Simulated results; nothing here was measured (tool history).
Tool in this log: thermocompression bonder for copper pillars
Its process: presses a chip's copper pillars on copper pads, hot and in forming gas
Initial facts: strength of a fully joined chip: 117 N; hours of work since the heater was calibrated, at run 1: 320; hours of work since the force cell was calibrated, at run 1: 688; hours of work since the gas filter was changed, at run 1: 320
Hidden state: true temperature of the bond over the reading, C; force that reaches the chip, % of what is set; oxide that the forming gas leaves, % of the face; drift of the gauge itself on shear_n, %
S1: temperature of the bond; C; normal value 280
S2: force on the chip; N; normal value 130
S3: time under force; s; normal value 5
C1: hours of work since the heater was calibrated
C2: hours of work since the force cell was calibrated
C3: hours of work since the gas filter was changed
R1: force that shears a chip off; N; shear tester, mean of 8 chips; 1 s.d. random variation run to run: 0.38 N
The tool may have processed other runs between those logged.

run    hour   S1   S2  S3   C1    C2   C3    R1
  1     0.0  280  130   5  320   688  320  67.8
       24.0  -- forming gas filter changed
  2    27.9  256  130   5  341   709    3  48.2
  3    70.2  256  130   5  374   742   36  48.6
  4   109.7  256  130   5  404   773   66  48.3
  5   165.2  256  130   5  447   816  109  47.3
  6   216.8  256  130   5  487   855  149  47.2
      269.4  -- heater calibrated with a thermocouple chip
  7   279.4  256  130   5    8   902  196  47.4
  8   339.0  280  130   6   54   948  242  70.2
  9   381.3  280  130   5   86   981  274  65.9
 10   433.5  280  130   5  127  1021  315  65.5
      464.0  -- forming gas filter changed
 11   486.4  280  158   5  167  1062   17  70.5
      517.6  -- gauge calibrated
 12   534.7  280  158   5  205  1099   55  72.8
 13   564.0  280  158   5  227  1122   77  73.6
 14   608.0  258  130   5  261  1156  111  49.4
 15   633.4  258  130   5  281  1175  131  49.5
 16   691.1  258  130   5  325  1220  175  49.1
 17   718.9  280  130   3  347  1241  197  56.4
 18   768.1  280  130   3  385  1279  235  56.5
 19   811.1  280  130   3  418  1313  268  56.3
 20   866.0  280  130   3  461  1355  311  55.2
 21   892.4  288  130   4  481  1375  331  67.7
      904.4  -- forming gas filter changed
 22   938.7  288  130   4  516  1411   26  68.2
      953.0  -- heater calibrated with a thermocouple chip
 23   997.6  305   84   3   34  1455   70  63.1
 24  1039.9  258  130   5   67  1487  103  48.4
 25  1064.7  280  130   9   86  1507  122  77.7
 26  1124.2  285  153  12  132  1552  168  91.3
 27  1165.7  296  130  13  164  1585  200  95.7
 28  1191.1  296  130  13  184  1604  220  94.8
 29  1241.0  296  130  13  223  1643  259  95.0
 30  1267.5  288  130  12  243  1663  279  88.4
 31  1311.6  253  130   5  277  1697  313  44.0
     1344.7  -- forming gas filter changed
 32  1357.9  253  130   5  312  1733   10  44.1
 33  1388.9  253  130   5  336  1757   34  43.3
 34  1431.3  280  110  12  369  1789   67  77.5
     1461.9  -- force cell calibrated
 35  1476.4  280  110  12  403    11  101  77.0
 36  1517.0  280   83   3  434    43  132  44.0
 37  1560.6  280   83   3  468    76  166  43.6
 38  1600.4  280   83   5  499   107  196  53.0

3 options for the next run, each taken on its own from the tool as it stands now. Forecast them:
  A  1626.0  270  160   3  518  127  216   ?
  B  1626.0  266   83   5  518  127  216   ?
  C  1626.0  299   83   5  518  127  216   ?

run    R1
  A  51.3
  B  43.0
  C  66.8
Without the tool's unlogged condition, the same runs would have read:
run    R1
  A  54.6
  B  45.7
  C  71.1

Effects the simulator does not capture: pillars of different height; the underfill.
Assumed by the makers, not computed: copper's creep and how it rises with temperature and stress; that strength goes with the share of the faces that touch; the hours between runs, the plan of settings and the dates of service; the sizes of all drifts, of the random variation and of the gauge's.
